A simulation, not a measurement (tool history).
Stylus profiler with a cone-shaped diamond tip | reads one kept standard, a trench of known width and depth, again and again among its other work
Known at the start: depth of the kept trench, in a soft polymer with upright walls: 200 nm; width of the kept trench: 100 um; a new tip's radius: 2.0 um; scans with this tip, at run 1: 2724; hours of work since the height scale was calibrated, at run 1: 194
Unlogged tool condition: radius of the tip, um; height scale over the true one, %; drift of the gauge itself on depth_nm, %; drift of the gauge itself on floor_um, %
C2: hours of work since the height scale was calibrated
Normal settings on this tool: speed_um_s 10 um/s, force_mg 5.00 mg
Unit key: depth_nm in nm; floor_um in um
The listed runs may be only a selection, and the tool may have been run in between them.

{"run": 1, "day": 0.0, "speed_um_s": 10, "force_mg": 5.0, "scans with this tip": 2724, "C2": 194, "depth_nm": 205.33, "floor_um": 98.07}
{"run": 2, "day": 3.921, "speed_um_s": 22, "force_mg": 5.0, "scans with this tip": 3456, "C2": 246, "depth_nm": 205.27, "floor_um": 97.97}
{"run": 3, "day": 7.279, "speed_um_s": 10, "force_mg": 5.0, "scans with this tip": 4083, "C2": 291, "depth_nm": 205.33, "floor_um": 97.97}
{"run": 4, "day": 10.471, "speed_um_s": 2, "force_mg": 5.0, "scans with this tip": 4678, "C2": 334, "depth_nm": 205.39, "floor_um": 98.0}
{"run": 5, "day": 13.575, "speed_um_s": 3, "force_mg": 5.0, "scans with this tip": 5257, "C2": 375, "depth_nm": 205.38, "floor_um": 97.92}
{"run": 6, "day": 15.275, "speed_um_s": 3, "force_mg": 5.0, "scans with this tip": 5574, "C2": 398, "depth_nm": 205.35, "floor_um": 97.91}
{"run": 7, "day": 17.888, "speed_um_s": 3, "force_mg": 5.0, "scans with this tip": 6063, "C2": 432, "depth_nm": 205.34, "floor_um": 97.89}
{"run": 8, "day": 20.583, "speed_um_s": 3, "force_mg": 5.0, "scans with this tip": 6566, "C2": 468, "depth_nm": 205.4, "floor_um": 97.89}
{"run": 9, "day": 23.892, "speed_um_s": 12, "force_mg": 5.0, "scans with this tip": 7182, "C2": 512, "depth_nm": 205.41, "floor_um": 97.79}
{"run": 10, "day": 27.346, "speed_um_s": 12, "force_mg": 5.0, "scans with this tip": 7828, "C2": 558, "depth_nm": 205.39, "floor_um": 97.72}
{"run": 11, "day": 29.633, "speed_um_s": 12, "force_mg": 5.0, "scans with this tip": 8254, "C2": 589, "depth_nm": 205.46, "floor_um": 97.76}
{"run": 12, "day": 32.288, "speed_um_s": 12, "force_mg": 5.0, "scans with this tip": 8749, "C2": 624, "depth_nm": 205.44, "floor_um": 97.75}
{"run": 13, "day": 34.825, "speed_um_s": 12, "force_mg": 5.0, "scans with this tip": 9224, "C2": 658, "depth_nm": 205.38, "floor_um": 97.72}
{"run": 14, "day": 38.754, "speed_um_s": 12, "force_mg": 5.0, "scans with this tip": 9956, "C2": 710, "depth_nm": 205.44, "floor_um": 97.64}
{"run": 15, "day": 41.679, "speed_um_s": 8, "force_mg": 5.0, "scans with this tip": 10502, "C2": 749, "depth_nm": 205.45, "floor_um": 97.69}
{"day": 42.029, "done": "height scale calibrated on a step standard"}
{"run": 16, "day": 44.579, "speed_um_s": 10, "force_mg": 5.0, "scans with this tip": 11040, "C2": 34, "depth_nm": 205.53, "floor_um": 97.62}
{"run": 17, "day": 46.646, "speed_um_s": 10, "force_mg": 5.0, "scans with this tip": 11425, "C2": 61, "depth_nm": 205.5, "floor_um": 97.6}
{"day": 48.717, "done": "height scale calibrated on a step standard, once more"}
{"run": 18, "day": 49.442, "speed_um_s": 10, "force_mg": 5.0, "scans with this tip": 11943, "C2": 10, "depth_nm": 205.48, "floor_um": 97.63}
{"run": 19, "day": 52.021, "speed_um_s": 10, "force_mg": 5.0, "scans with this tip": 12425, "C2": 44, "depth_nm": 205.45, "floor_um": 97.49}
{"run": 20, "day": 55.829, "speed_um_s": 10, "force_mg": 5.0, "scans with this tip": 13135, "C2": 95, "depth_nm": 205.43, "floor_um": 97.54}
{"run": 21, "day": 58.517, "speed_um_s": 10, "force_mg": 5.0, "scans with this tip": 13637, "C2": 130, "depth_nm": 205.55, "floor_um": 97.52}
{"run": 22, "day": 61.608, "speed_um_s": 10, "force_mg": 5.0, "scans with this tip": 14214, "C2": 172, "depth_nm": 205.52, "floor_um": 97.43}
{"run": 23, "day": 63.754, "speed_um_s": 10, "force_mg": 5.0, "scans with this tip": 14614, "C2": 200, "depth_nm": 205.42, "floor_um": 97.43}
{"run": 24, "day": 67.517, "speed_um_s": 19, "force_mg": 5.72, "scans with this tip": 15316, "C2": 250, "depth_nm": 206.05, "floor_um": 97.32}
{"run": 25, "day": 71.488, "speed_um_s": 19, "force_mg": 5.72, "scans with this tip": 16057, "C2": 303, "depth_nm": 206.02, "floor_um": 97.34}
{"run": 26, "day": 74.092, "speed_um_s": 33, "force_mg": 13.57, "scans with this tip": 16543, "C2": 338, "depth_nm": 210.74, "floor_um": 97.34}
{"day": 77.112, "done": "new tip fitted, height scale calibrated"}
{"run": 27, "day": 77.112, "speed_um_s": 33, "force_mg": 13.57, "scans with this tip": 0, "C2": 0, "depth_nm": 210.52, "floor_um": 98.22}
{"run": 28, "day": 79.725, "speed_um_s": 33, "force_mg": 13.57, "scans with this tip": 488, "C2": 35, "depth_nm": 210.56, "floor_um": 98.22}
{"run": 29, "day": 81.35, "speed_um_s": 18, "force_mg": 5.0, "scans with this tip": 791, "C2": 56, "depth_nm": 205.47, "floor_um": 98.16}
{"run": 30, "day": 83.442, "speed_um_s": 9, "force_mg": 1.97, "scans with this tip": 1181, "C2": 84, "depth_nm": 202.85, "floor_um": 98.18}
{"run": 31, "day": 86.775, "speed_um_s": 10, "force_mg": 2.14, "scans with this tip": 1804, "C2": 129, "depth_nm": 203.08, "floor_um": 98.13}
{"run": 32, "day": 88.617, "speed_um_s": 4, "force_mg": 3.46, "scans with this tip": 2147, "C2": 153, "depth_nm": 204.16, "floor_um": 98.08}
{"run": 33, "day": 91.45, "speed_um_s": 4, "force_mg": 3.46, "scans with this tip": 2676, "C2": 191, "depth_nm": 204.27, "floor_um": 98.05}
{"run": 34, "day": 93.696, "speed_um_s": 3, "force_mg": 12.73, "scans with this tip": 3095, "C2": 221, "depth_nm": 210.08, "floor_um": 98.01}
{"run": 35, "day": 96.975, "speed_um_s": 10, "force_mg": 2.53, "scans with this tip": 3707, "C2": 264, "depth_nm": 203.5, "floor_um": 97.96}
{"run": 36, "day": 100.496, "speed_um_s": 3, "force_mg": 4.17, "scans with this tip": 4364, "C2": 311, "depth_nm": 204.87, "floor_um": 97.93}
{"run": 37, "day": 102.262, "speed_um_s": 3, "force_mg": 4.17, "scans with this tip": 4694, "C2": 335, "depth_nm": 204.91, "floor_um": 97.97}
{"run": 38, "day": 106.162, "speed_um_s": 3, "force_mg": 4.17, "scans with this tip": 5422, "C2": 387, "depth_nm": 204.81, "floor_um": 97.94}
{"run": 39, "day": 108.462, "speed_um_s": 20, "force_mg": 3.4, "scans with this tip": 5851, "C2": 417, "depth_nm": 204.25, "floor_um": 97.8}
{"run": 40, "day": 110.442, "speed_um_s": 10, "force_mg": 4.49, "scans with this tip": 6220, "C2": 444, "depth_nm": 204.97, "floor_um": 97.81}

Forecast run 41:
{"run": 41, "day": 112.717, "speed_um_s": 4, "force_mg": 5.0, "scans with this tip": 6645, "C2": 474, "depth_nm": "?", "floor_um": "?"}

For run 41 the tool returned depth_nm 205.52 nm, floor_um 97.80 um.
Without the tool's hidden state the same run would have given depth_nm 205.42 nm, floor_um 98.22 um.
